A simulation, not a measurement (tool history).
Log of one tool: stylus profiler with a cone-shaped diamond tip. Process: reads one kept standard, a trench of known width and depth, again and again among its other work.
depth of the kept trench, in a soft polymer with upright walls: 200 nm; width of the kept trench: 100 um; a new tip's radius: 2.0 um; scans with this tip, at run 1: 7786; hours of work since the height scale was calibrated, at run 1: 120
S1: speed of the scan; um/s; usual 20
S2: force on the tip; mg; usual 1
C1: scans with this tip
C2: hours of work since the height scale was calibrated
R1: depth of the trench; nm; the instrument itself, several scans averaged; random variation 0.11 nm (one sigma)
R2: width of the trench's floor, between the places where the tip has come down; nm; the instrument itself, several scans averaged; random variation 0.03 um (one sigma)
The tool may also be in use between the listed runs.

run	hour	S1	S2	C1	C2	R1	R2
1	0	20	1	7786	120	201.62	97700
2	63.4	20	1	7923	151	201.46	97790
3	123.4	20	1	8052	180	201.34	97820
4	198.1	20	1	8213	217	201.41	97790
5	285.1	20	1	8401	259	201.24	97760
6	362.6	20	1	8568	296	201.31	97760
7	426.5	20	1	8706	327	201.28	97780
8	481.2	20	1	8824	354	201.36	97730
9	539.5	50	1	8949	382	201.12	97440
10	617.5	50	1	9118	420	201.34	97480
11	700.4	20	0.96	9296	460	201.05	97680
12	751.2	20	1	9406	485	201.23	97690
13	804.3	39	1	9520	511	201.11	97540
14	866.1	39	1	9654	541	201.22	97450
15	938.8	20	0.9	9810	576	201	97720
16	996.4	20	0.9	9934	604	200.8	97640
17	1050.8	20	1	10052	631	201.08	97690
18	1098.7	20	1	10155	654	200.95	97720
19	1170.8	20	0.94	10310	689	200.84	97630
20	1208.5	20	0.94	10392	707	200.89	97650
21	1266.5	20	0.94	10517	735	201.08	97680
22	1336.1	20	0.94	10667	769	200.93	97630
23	1408.8	20	0.94	10824	804	200.88	97650
24	1460.4	20	0.37	10935	830	200.07	97480
25	1543	18	0.56	11113	870	200.43	97580
26	1586.1	18	0.44	11206	891	200.27	97600
27	1660.9	20	1.14	11367	927	201	97640
# hour 1666: height scale calibrated on a step standard
28	1739.1	7	2.43	11535	36	201.8	97760
29	1818.5	17	0.92	11706	74	200.4	97650
30	1884.6	9	0.45	11849	106	200.06	97710
31	1956.7	9	0.45	12004	141	200.06	97720
# hour 2019.1: height scale calibrated on a step standard, once more
32	2019.1	9	0.45	12138	0	200.8	97720
33	2105	30	0.44	12323	42	200.88	97380
34	2151.6	16	0.44	12423	64	200.66	97550
35	2203.8	20	2.48	12536	90	202.76	97630
36	2273.9	29	2.07	12687	124	202.32	97530
37	2341.3	29	2.08	12832	156	202.17	97630
38	2394	27	0.82	12946	182	201.18	97510
39	2482.1	68	1.31	13136	225	201.63	97160
40	2565.1	6	0.34	13315	265	200.5	97670
41	2613	11	1.04	13418	288	201.13	97620
42	2698.6	38	0.83	13603	330	201.13	97350
43	2749.9	38	0.83	13713	355	201.08	97360
44	2829.2	20	1.57	13884	393	201.59	97610
45	2901.3	29	1.5	14040	428	201.68	97510
46	2974.1	12	1.5	14197	464	201.52	97650
47	3049.2	8	2.17	14359	500	201.95	97640

The same runs without the tool's hidden state, with the same run-to-run variation:
The hidden state here: radius of the tip, um; height scale over the true one, %; drift of the gauge itself on depth_nm, %; drift of the gauge itself on floor_um, %.
run	R1	R2
1	201.69	98010
2	201.55	98110
3	201.45	98140
4	201.55	98120
5	201.41	98090
6	201.51	98100
7	201.5	98120
8	201.6	98080
9	201.37	97790
10	201.63	97830
11	201.36	98040
12	201.56	98060
13	201.46	97920
14	201.59	97820
15	201.4	98100
16	201.22	98030
17	201.52	98080
18	201.4	98120
19	201.32	98030
20	201.38	98050
21	201.59	98090
22	201.46	98050
23	201.43	98070
24	200.64	97910
25	201.03	98000
26	200.89	98030
27	201.65	98080
28	202.65	98200
29	201.28	98100
30	200.95	98160
31	200.98	98180
32	200.84	98190
33	200.95	97860
34	200.75	98020
35	202.87	98110
36	202.45	98010
37	202.32	98120
38	201.36	98010
39	201.83	97660
40	200.73	98170
41	201.39	98130
42	201.41	97870
43	201.38	97880
44	201.92	98130
45	202.03	98040
46	201.89	98180
47	202.36	98180

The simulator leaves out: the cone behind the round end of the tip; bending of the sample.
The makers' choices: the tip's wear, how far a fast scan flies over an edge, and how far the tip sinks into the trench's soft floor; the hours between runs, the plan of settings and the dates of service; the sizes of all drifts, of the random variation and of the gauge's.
